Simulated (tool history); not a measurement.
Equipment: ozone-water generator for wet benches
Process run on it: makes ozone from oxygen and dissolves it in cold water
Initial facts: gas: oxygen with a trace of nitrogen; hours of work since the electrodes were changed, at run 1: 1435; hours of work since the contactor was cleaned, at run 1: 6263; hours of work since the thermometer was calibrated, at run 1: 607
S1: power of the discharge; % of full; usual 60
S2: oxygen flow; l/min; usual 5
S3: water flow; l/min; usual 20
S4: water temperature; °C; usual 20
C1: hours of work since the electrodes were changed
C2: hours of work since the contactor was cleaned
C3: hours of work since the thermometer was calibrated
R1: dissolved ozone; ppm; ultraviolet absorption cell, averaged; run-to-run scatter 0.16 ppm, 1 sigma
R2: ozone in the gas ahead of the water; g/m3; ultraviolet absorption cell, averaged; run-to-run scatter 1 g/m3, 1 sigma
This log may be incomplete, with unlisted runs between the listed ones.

run 1 hour=0 | S1=60 S2=5 S3=20 S4=20 | C1=1435 C2=6263 C3=607 | R1=19.1 R2=177.3
run 2 hour=70.3 | S1=60 S2=5 S3=20 S4=20 | C1=1490 C2=6318 C3=662 | R1=19 R2=176.8
run 3 hour=153.7 | S1=60 S2=5 S3=20 S4=20 | C1=1554 C2=6383 C3=727 | R1=19.1 R2=175.5
run 4 hour=222.3 | S1=60 S2=5 S3=20 S4=20 | C1=1608 C2=6436 C3=780 | R1=19.2 R2=175.3
run 5 hour=293.1 | S1=60 S2=5 S3=20 S4=20 | C1=1663 C2=6491 C3=835 | R1=19 R2=175.1
run 6 hour=373.8 | S1=60 S2=5 S3=20 S4=20 | C1=1725 C2=6554 C3=898 | R1=18.8 R2=176.1
run 7 hour=443.2 | S1=60 S2=5 S3=30 S4=20 | C1=1779 C2=6608 C3=952 | R1=13.4 R2=174.6
run 8 hour=501.1 | S1=60 S2=5 S3=30 S4=20 | C1=1824 C2=6653 C3=997 | R1=13.4 R2=172.4
run 9 hour=592.4 | S1=60 S2=5 S3=30 S4=20 | C1=1895 C2=6724 C3=1068 | R1=13.4 R2=175
run 10 hour=658.3 | S1=60 S2=5 S3=30 S4=17 | C1=1947 C2=6775 C3=1119 | R1=13.7 R2=174.9
run 11 hour=718.3 | S1=98 S2=5 S3=30 S4=17 | C1=1993 C2=6822 C3=1165 | R1=21.1 R2=269
run 12 hour=769.2 | S1=60 S2=5 S3=20 S4=20 | C1=2033 C2=6861 C3=1205 | R1=19 R2=173.3
run 13 hour=879.8 | S1=60 S2=5 S3=20 S4=20 | C1=2119 C2=6947 C3=1291 | R1=18.9 R2=175.9
run 14 hour=995.7 | S1=60 S2=5 S3=20 S4=20 | C1=2209 C2=7037 C3=1381 | R1=18.4 R2=174.3
run 15 hour=1102.3 | S1=60 S2=5 S3=20 S4=20 | C1=2292 C2=7120 C3=1464 | R1=18.5 R2=172.6
run 16 hour=1208 | S1=60 S2=5 S3=20 S4=20 | C1=2374 C2=7202 C3=1546 | R1=18.7 R2=173.2
run 17 hour=1298.8 | S1=60 S2=5 S3=20 S4=20 | C1=2444 C2=7273 C3=1616 | R1=18.7 R2=174.6
run 18 hour=1413.3 | S1=60 S2=5 S3=20 S4=20 | C1=2533 C2=7362 C3=1705 | R1=18.6 R2=171.7
run 19 hour=1472.1 | S1=57 S2=5 S3=19 S4=20 | C1=2579 C2=7408 C3=1751 | R1=18.4 R2=165.8
run 20 hour=1565.5 | S1=57 S2=6.22 S3=23 S4=20 | C1=2652 C2=7480 C3=1824 | R1=16.1 R2=146.7
run 21 hour=1669.2 | S1=57 S2=6.22 S3=23 S4=20 | C1=2732 C2=7561 C3=1904 | R1=15.8 R2=147.4
run 22 hour=1725.6 | S1=60 S2=5 S3=12 S4=27 | C1=2776 C2=7605 C3=1948 | R1=22.4 R2=172.3
run 23 hour=1820.3 | S1=60 S2=5 S3=12 S4=27 | C1=2850 C2=7678 C3=2022 | R1=22.6 R2=172.5
-- hour=1829 water thermometer calibrated
run 24 hour=1872.9 | S1=60 S2=5 S3=23 S4=27 | C1=2890 C2=7719 C3=34 | R1=14.7 R2=169.5
run 25 hour=1990.5 | S1=61 S2=5 S3=23 S4=27 | C1=2981 C2=7810 C3=126 | R1=15.1 R2=172.2
-- hour=1999.1 water thermometer calibrated, once more
run 26 hour=2091.3 | S1=61 S2=5 S3=23 S4=27 | C1=3059 C2=7888 C3=72 | R1=14.8 R2=171.9
run 27 hour=2194.4 | S1=61 S2=3.03 S3=23 S4=27 | C1=3140 C2=7968 C3=152 | R1=14.3 R2=219.8
run 28 hour=2265.2 | S1=61 S2=3.03 S3=17 S4=27 | C1=3195 C2=8023 C3=207 | R1=18.2 R2=220.7
run 29 hour=2342.9 | S1=61 S2=6.43 S3=17 S4=27 | C1=3255 C2=8083 C3=267 | R1=18.2 R2=153.4

What does the tool deliver on the next run?
run 30 hour=2458.6 | S1=60 S2=7.29 S3=18 S4=22 | C1=3345 C2=8173 C3=357 | R1=? R2=?

R1: 18.7 ppm
R2: 139.6 g/m3
Take away the tool's hidden state, keep the run-to-run variation as it was, and the same run would have given R1 21.1 ppm, R2 149 g/m3.

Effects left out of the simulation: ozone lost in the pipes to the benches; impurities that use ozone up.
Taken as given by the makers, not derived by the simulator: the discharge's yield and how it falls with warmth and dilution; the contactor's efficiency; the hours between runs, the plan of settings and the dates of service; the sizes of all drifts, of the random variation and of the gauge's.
